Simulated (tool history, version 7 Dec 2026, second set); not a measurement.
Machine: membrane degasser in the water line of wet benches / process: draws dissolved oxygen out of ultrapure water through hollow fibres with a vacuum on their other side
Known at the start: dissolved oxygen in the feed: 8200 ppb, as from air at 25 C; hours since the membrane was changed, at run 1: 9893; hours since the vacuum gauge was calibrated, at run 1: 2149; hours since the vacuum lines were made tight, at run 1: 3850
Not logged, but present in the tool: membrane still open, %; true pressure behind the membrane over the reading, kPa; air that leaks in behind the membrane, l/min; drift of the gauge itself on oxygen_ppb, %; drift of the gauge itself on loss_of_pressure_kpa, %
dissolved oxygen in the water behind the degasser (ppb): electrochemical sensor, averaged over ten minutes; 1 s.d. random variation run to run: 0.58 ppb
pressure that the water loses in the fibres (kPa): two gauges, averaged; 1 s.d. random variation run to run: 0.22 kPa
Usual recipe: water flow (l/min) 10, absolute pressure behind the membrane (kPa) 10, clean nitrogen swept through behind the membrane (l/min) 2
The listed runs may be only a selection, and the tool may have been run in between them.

run    hour  water flow (l/min)  absolute pressure behind the membrane (kPa)  clean nitrogen swept through behind the membrane (l/min)  hours since the membrane was changed  hours since the vacuum gauge was calibrated  hours since the vacuum lines were made tight  dissolved oxygen in the water behind the degasser (ppb)  pressure that the water loses in the fibres (kPa)
  1       0                  10                                           10                                                         2                                  9893                                         2149                                          3850                                                     84.4                                              55.91
  2   235.5                  10                                           10                                                         2                                 10128                                         2385                                          4085                                                     84.4                                              55.86
  3   460.6                  14                                           10                                                         2                                 10353                                         2610                                          4310                                                    122.8                                               78.3
  4   596.4                  14                                           10                                                         2                                 10489                                         2746                                          4446                                                    122.6                                               77.6
  5   737.4                  14                                           10                                                      5.92                                 10630                                         2887                                          4587                                                     49.3                                               77.1
  6   924.4                  14                                           10                                                      5.92                                 10817                                         3074                                          4774                                                     49.3                                              77.73
  7  1038.4                  10                                           10                                                         2                                 10931                                         3188                                          4888                                                     84.6                                              55.54
  8  1174.6                  10                                         15.2                                                         2                                 11067                                         3324                                          5024                                                    146.4                                              55.22
     1265.6  -- seals of the vacuum lines changed
  9  1403.8                  10                                          7.3                                                      2.93                                 11294                                         3551                                           138                                                     36.8                                              56.04
 10  1620.1                  10                                          7.3                                                      2.93                                 11511                                         3767                                           355                                                     36.2                                               55.5
 11  1766.3                  10                                          7.3                                                      2.93                                 11657                                         3914                                           501                                                     36.5                                              55.47
 12  1925.2                  10                                          7.3                                                      2.93                                 11816                                         4072                                           660                                                     36.5                                              55.36
 13  2172.5                  11                                          9.4                                                      4.51                                 12063                                         4320                                           907                                                     40.5                                              61.21
 14  2342.1                  10                                           10                                                       2.8                                 12233                                         4489                                          1076                                                     61.9                                              55.75

For each entry between runs, how does the tool's hidden state at the last listed run before it compare with that at the first listed run after it?
Logged between run 8 and run 9: seals of the vacuum lines changed (hour 1265.6)
  air that leaks in behind the membrane, l/min: 0.0023 -> 0.002; drift of the gauge itself on loss_of_pressure_kpa, %: -0.36 -> -0.43
  what was measured, less what the result would be without the hidden state, pressure that the water loses in the fibres (kPa): -0.16 -> -0.19

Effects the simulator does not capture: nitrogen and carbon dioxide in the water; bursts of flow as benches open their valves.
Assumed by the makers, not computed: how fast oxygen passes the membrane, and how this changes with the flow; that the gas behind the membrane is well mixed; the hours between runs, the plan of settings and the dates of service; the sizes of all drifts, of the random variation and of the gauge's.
